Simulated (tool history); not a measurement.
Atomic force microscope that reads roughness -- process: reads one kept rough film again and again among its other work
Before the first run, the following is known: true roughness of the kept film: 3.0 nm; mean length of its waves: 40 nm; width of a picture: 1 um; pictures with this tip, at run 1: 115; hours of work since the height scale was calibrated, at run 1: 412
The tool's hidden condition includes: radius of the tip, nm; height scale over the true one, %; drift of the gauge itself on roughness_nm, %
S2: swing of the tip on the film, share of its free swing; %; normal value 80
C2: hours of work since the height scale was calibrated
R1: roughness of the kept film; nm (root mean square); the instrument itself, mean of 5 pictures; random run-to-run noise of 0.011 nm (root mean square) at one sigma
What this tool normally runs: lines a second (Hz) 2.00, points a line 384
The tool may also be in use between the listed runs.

run 1 hour=0.0 | lines_a_second_(Hz)=2.00 S2=80 points_a_line=384 | pictures_with_this_tip=115 C2=412 | R1=2.586
run 2 hour=14.3 | lines_a_second_(Hz)=2.00 S2=56 points_a_line=384 | pictures_with_this_tip=141 C2=420 | R1=2.752
run 3 hour=27.8 | lines_a_second_(Hz)=2.00 S2=56 points_a_line=384 | pictures_with_this_tip=166 C2=429 | R1=2.739
run 4 hour=47.4 | lines_a_second_(Hz)=2.00 S2=56 points_a_line=384 | pictures_with_this_tip=201 C2=441 | R1=2.714
run 5 hour=70.4 | lines_a_second_(Hz)=2.00 S2=80 points_a_line=463 | pictures_with_this_tip=243 C2=455 | R1=2.533
run 6 hour=83.3 | lines_a_second_(Hz)=2.00 S2=58 points_a_line=384 | pictures_with_this_tip=266 C2=462 | R1=2.682
run 7 hour=97.2 | lines_a_second_(Hz)=2.00 S2=56 points_a_line=384 | pictures_with_this_tip=291 C2=471 | R1=2.672
run 8 hour=123.5 | lines_a_second_(Hz)=2.71 S2=80 points_a_line=384 | pictures_with_this_tip=339 C2=487 | R1=2.418
-- hour=127.6 new tip fitted
run 9 hour=144.1 | lines_a_second_(Hz)=3.98 S2=58 points_a_line=894 | pictures_with_this_tip=29 C2=499 | R1=2.736
run 10 hour=155.4 | lines_a_second_(Hz)=2.00 S2=80 points_a_line=664 | pictures_with_this_tip=50 C2=506 | R1=2.646
run 11 hour=179.0 | lines_a_second_(Hz)=0.61 S2=80 points_a_line=491 | pictures_with_this_tip=93 C2=521 | R1=2.753
run 12 hour=189.9 | lines_a_second_(Hz)=0.61 S2=80 points_a_line=491 | pictures_with_this_tip=112 C2=527 | R1=2.763

What would each run have given without the hidden state, its run-to-run variation left as it was?
run=1 R1=2.641
run=2 R1=2.823
run=3 R1=2.824
run=4 R1=2.814
run=5 R1=2.646
run=6 R1=2.813
run=7 R1=2.814
run=8 R1=2.569
run=9 R1=2.757
run=10 R1=2.676
run=11 R1=2.804
run=12 R1=2.825

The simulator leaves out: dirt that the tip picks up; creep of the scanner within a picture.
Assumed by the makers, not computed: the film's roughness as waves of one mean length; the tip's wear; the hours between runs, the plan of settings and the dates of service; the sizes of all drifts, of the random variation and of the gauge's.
